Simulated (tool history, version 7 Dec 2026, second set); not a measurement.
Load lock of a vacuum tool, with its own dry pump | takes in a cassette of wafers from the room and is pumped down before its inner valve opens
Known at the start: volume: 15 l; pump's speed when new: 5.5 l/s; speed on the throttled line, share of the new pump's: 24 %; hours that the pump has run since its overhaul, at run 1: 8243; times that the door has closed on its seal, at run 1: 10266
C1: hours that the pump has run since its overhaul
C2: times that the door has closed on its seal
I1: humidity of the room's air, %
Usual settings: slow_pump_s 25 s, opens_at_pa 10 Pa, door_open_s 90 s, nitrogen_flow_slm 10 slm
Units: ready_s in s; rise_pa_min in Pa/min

run 1 hour=0 | slow_pump_s=25 opens_at_pa=10 door_open_s=90 nitrogen_flow_slm=10 | C1=8243 C2=10266 | I1=45.8 | ready_s=44.5 rise_pa_min=0.054
run 2 hour=173.5 | slow_pump_s=34 opens_at_pa=10 door_open_s=90 nitrogen_flow_slm=10 | C1=8416 C2=11104 | I1=43.8 | ready_s=51 rise_pa_min=0.05
run 3 hour=362 | slow_pump_s=34 opens_at_pa=10 door_open_s=90 nitrogen_flow_slm=10 | C1=8605 C2=12015 | I1=44 | ready_s=51.4 rise_pa_min=0.054
run 4 hour=546.9 | slow_pump_s=34 opens_at_pa=10 door_open_s=90 nitrogen_flow_slm=10 | C1=8790 C2=12908 | I1=48.6 | ready_s=51.7 rise_pa_min=0.059
run 5 hour=742.5 | slow_pump_s=34 opens_at_pa=10 door_open_s=90 nitrogen_flow_slm=10 | C1=8985 C2=13853 | I1=46.8 | ready_s=51.9 rise_pa_min=0.055
run 6 hour=872.5 | slow_pump_s=34 opens_at_pa=10 door_open_s=90 nitrogen_flow_slm=10 | C1=9115 C2=14481 | I1=44 | ready_s=51.4 rise_pa_min=0.055
run 7 hour=1047.7 | slow_pump_s=34 opens_at_pa=10 door_open_s=90 nitrogen_flow_slm=10 | C1=9290 C2=15327 | I1=45.9 | ready_s=51.9 rise_pa_min=0.048
run 8 hour=1147.6 | slow_pump_s=25 opens_at_pa=11 door_open_s=90 nitrogen_flow_slm=10 | C1=9390 C2=15810 | I1=44.2 | ready_s=44.3 rise_pa_min=0.049
run 9 hour=1319 | slow_pump_s=25 opens_at_pa=11 door_open_s=90 nitrogen_flow_slm=10 | C1=9562 C2=16638 | I1=42.4 | ready_s=44.7 rise_pa_min=0.052
run 10 hour=1434.7 | slow_pump_s=25 opens_at_pa=11 door_open_s=90 nitrogen_flow_slm=10 | C1=9677 C2=17196 | I1=45.7 | ready_s=44.3 rise_pa_min=0.049
run 11 hour=1613.3 | slow_pump_s=25 opens_at_pa=11 door_open_s=90 nitrogen_flow_slm=10 | C1=9856 C2=18059 | I1=41.2 | ready_s=44.4 rise_pa_min=0.047
run 12 hour=1723.2 | slow_pump_s=23 opens_at_pa=10 door_open_s=90 nitrogen_flow_slm=10 | C1=9966 C2=18590 | I1=46.3 | ready_s=43.4 rise_pa_min=0.057
run 13 hour=1824.9 | slow_pump_s=25 opens_at_pa=10 door_open_s=90 nitrogen_flow_slm=10 | C1=10068 C2=19081 | I1=45.7 | ready_s=44.5 rise_pa_min=0.051
run 14 hour=1948.9 | slow_pump_s=25 opens_at_pa=10 door_open_s=119 nitrogen_flow_slm=10 | C1=10192 C2=19680 | I1=45.7 | ready_s=44.4 rise_pa_min=0.059
run 15 hour=2152.9 | slow_pump_s=25 opens_at_pa=10 door_open_s=90 nitrogen_flow_slm=10 | C1=10396 C2=20666 | I1=43.8 | ready_s=44.4 rise_pa_min=0.054
run 16 hour=2266.6 | slow_pump_s=25 opens_at_pa=10 door_open_s=90 nitrogen_flow_slm=10 | C1=10509 C2=21215 | I1=46.5 | ready_s=44.3 rise_pa_min=0.055
run 17 hour=2409.2 | slow_pump_s=25 opens_at_pa=10 door_open_s=90 nitrogen_flow_slm=10 | C1=10652 C2=21904 | I1=45.6 | ready_s=44.1 rise_pa_min=0.051
-- hour=2472.3 dry pump taken out, an overhauled one fitted
run 18 hour=2524.9 | slow_pump_s=25 opens_at_pa=10 door_open_s=90 nitrogen_flow_slm=10 | C1=53 C2=22434 | I1=45.8 | ready_s=44.5 rise_pa_min=0.05
run 19 hour=2611.8 | slow_pump_s=25 opens_at_pa=10 door_open_s=90 nitrogen_flow_slm=10 | C1=139 C2=22854 | I1=45.5 | ready_s=44.5 rise_pa_min=0.048
run 20 hour=2788.1 | slow_pump_s=25 opens_at_pa=9 door_open_s=72 nitrogen_flow_slm=10 | C1=316 C2=23706 | I1=46.2 | ready_s=44.3 rise_pa_min=0.049
-- hour=2800.4 door's seal changed, seat wiped
run 21 hour=2931.9 | slow_pump_s=25 opens_at_pa=9 door_open_s=72 nitrogen_flow_slm=10 | C1=458 C2=635 | I1=47 | ready_s=44.9 rise_pa_min=0.049
run 22 hour=3094.3 | slow_pump_s=35 opens_at_pa=15 door_open_s=90 nitrogen_flow_slm=5 | C1=621 C2=1419 | I1=45.8 | ready_s=51.4 rise_pa_min=0.06
run 23 hour=3211.6 | slow_pump_s=13 opens_at_pa=19 door_open_s=90 nitrogen_flow_slm=10 | C1=738 C2=1986 | I1=44.7 | ready_s=33.6 rise_pa_min=0.046
run 24 hour=3364.3 | slow_pump_s=13 opens_at_pa=19 door_open_s=90 nitrogen_flow_slm=10 | C1=890 C2=2724 | I1=42.9 | ready_s=33.5 rise_pa_min=0.051
run 25 hour=3473.4 | slow_pump_s=13 opens_at_pa=9 door_open_s=33 nitrogen_flow_slm=35 | C1=1000 C2=3251 | I1=45.2 | ready_s=35.8 rise_pa_min=0.026
run 26 hour=3658.6 | slow_pump_s=13 opens_at_pa=9 door_open_s=79 nitrogen_flow_slm=39 | C1=1185 C2=4146 | I1=40.8 | ready_s=35.5 rise_pa_min=0.023
run 27 hour=3776.5 | slow_pump_s=42 opens_at_pa=15 door_open_s=189 nitrogen_flow_slm=6 | C1=1303 C2=4715 | I1=43.4 | ready_s=56.5 rise_pa_min=0.071
run 28 hour=3951.9 | slow_pump_s=25 opens_at_pa=8 door_open_s=90 nitrogen_flow_slm=10 | C1=1478 C2=5562 | I1=47.2 | ready_s=45.3 rise_pa_min=0.047
run 29 hour=4124.8 | slow_pump_s=25 opens_at_pa=8 door_open_s=90 nitrogen_flow_slm=10 | C1=1651 C2=6397 | I1=41.2 | ready_s=45.1 rise_pa_min=0.049
run 30 hour=4330.4 | slow_pump_s=12 opens_at_pa=8 door_open_s=38 nitrogen_flow_slm=10 | C1=1857 C2=7391 | I1=43.2 | ready_s=35.1 rise_pa_min=0.03
run 31 hour=4464.9 | slow_pump_s=25 opens_at_pa=10 door_open_s=90 nitrogen_flow_slm=8 | C1=1991 C2=8040 | I1=45.9 | ready_s=44.3 rise_pa_min=0.054
run 32 hour=4622.5 | slow_pump_s=18 opens_at_pa=11 door_open_s=54 nitrogen_flow_slm=12 | C1=2149 C2=8801 | I1=45.1 | ready_s=39.2 rise_pa_min=0.036
run 33 hour=4770.9 | slow_pump_s=18 opens_at_pa=10 door_open_s=109 nitrogen_flow_slm=12 | C1=2297 C2=9519 | I1=45.2 | ready_s=39.1 rise_pa_min=0.05
run 34 hour=4896.7 | slow_pump_s=47 opens_at_pa=7 door_open_s=65 nitrogen_flow_slm=15 | C1=2423 C2=10126 | I1=45.1 | ready_s=61.9 rise_pa_min=0.037
run 35 hour=5095.3 | slow_pump_s=47 opens_at_pa=7 door_open_s=65 nitrogen_flow_slm=15 | C1=2622 C2=11086 | I1=45.7 | ready_s=62.7 rise_pa_min=0.039
run 36 hour=5281.5 | slow_pump_s=25 opens_at_pa=10 door_open_s=144 nitrogen_flow_slm=10 | C1=2808 C2=11985 | I1=43.7 | ready_s=44.5 rise_pa_min=0.057
run 37 hour=5386.1 | slow_pump_s=49 opens_at_pa=19 door_open_s=125 nitrogen_flow_slm=15 | C1=2912 C2=12490 | I1=43 | ready_s=60.9 rise_pa_min=0.046

Hidden state at the last listed run before each entry between runs and at the first one after, where it differs:
Between runs 17 and 18: dry pump taken out, an overhauled one fitted (hour 2472.3)
  pump's speed, % of a new pump's: 99.9 -> 100
Between runs 20 and 21: door's seal changed, seat wiped (hour 2800.4)
  leak at the door's seal, Pa l/s: 0.0026 -> 0.002
